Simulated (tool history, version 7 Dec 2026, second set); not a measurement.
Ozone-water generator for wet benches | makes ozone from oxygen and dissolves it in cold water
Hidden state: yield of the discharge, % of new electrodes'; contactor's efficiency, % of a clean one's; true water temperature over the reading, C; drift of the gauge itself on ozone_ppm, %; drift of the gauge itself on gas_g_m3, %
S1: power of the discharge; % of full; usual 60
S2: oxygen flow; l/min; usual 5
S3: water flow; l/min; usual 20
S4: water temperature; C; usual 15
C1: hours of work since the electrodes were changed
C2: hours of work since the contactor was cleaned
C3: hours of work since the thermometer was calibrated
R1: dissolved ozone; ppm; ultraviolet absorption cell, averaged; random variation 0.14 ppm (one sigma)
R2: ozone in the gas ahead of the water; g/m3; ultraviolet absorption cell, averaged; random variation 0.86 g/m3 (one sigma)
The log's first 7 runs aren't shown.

run	hour	S1	S2	S3	S4	C1	C2	C3	R1	R2
8	195.8	60	3.05	20	15	1431	4839	199	14.8	184
9	239.3	60	3.05	20	15	1473	4880	240	14.8	183.6
# hour 249: contactor cleaned
10	280.3	60	3.05	20	15	1508	30	276	15	182.8
11	321.4	60	3.05	20	21	1547	69	315	14	183.7
12	348.4	60	3.05	20	21	1573	95	341	14.1	185.1
13	392.1	60	3.05	20	21	1615	137	383	14	184
14	414.6	60	3.05	20	21	1636	158	404	14	184.9
15	458	60	3.05	21	21	1678	200	446	13.2	185.9
16	488.6	60	5	20	15	1707	229	475	15.5	141.1
17	517.2	40	3.13	15	23	1735	256	502	12.6	132.6
18	545.3	40	3.13	15	23	1761	283	529	12.7	133.9
19	569	40	3.13	15	23	1784	306	552	12.5	134
20	605.2	95	3.13	15	23	1819	340	586	24.5	257.8
21	631.9	60	3.66	29	15	1844	366	612	10.9	168
22	666.7	92	3.61	15	13	1878	399	645	27.7	234.2
23	698.9	92	3.61	15	13	1908	430	676	28.1	233.4
24	722.7	68	5	18	15	1931	453	699	19	155.3
25	757	53	5	18	15	1964	486	731	15.3	127.1
26	792.6	53	5	18	15	1998	520	765	15.7	129.4
27	813.9	81	4.66	17	13	2018	540	786	22.8	183.7
28	856.5	45	4.15	24	14	2059	581	827	10.7	122.9
29	886.1	45	4.15	12	14	2087	609	855	18.4	125.2
30	924.4	45	2.67	17	14	2124	646	892	13.7	158
31	964.2	45	2.67	17	14	2162	684	930	13.8	158.5
32	1004.4	53	5	18	18	2200	722	968	14.7	126.2

5 ways to go on from here, each from the tool as it stands after run 32. What would each give?
A	1026.5	79	4.62	18	18	2221	743	989	?	?
B	1026.5	53	2.88	18	18	2221	743	989	?	?
C	1026.5	53	5	26	18	2221	743	989	?	?
D	1026.5	41	5	30	18	2221	743	989	?	?
E	1026.5	79	3.72	18	13	2221	743	989	?	?

run	R1	R2
A	19.9	181.3
B	14.4	171.4
C	11.1	127.2
D	8	104.4
E	21.1	203.3
Without the tool's hidden state the same runs would have given:
run	R1	R2
A	19.9	181.5
B	14.4	171.5
C	11.1	127.3
D	8	104.4
E	21.2	203.4
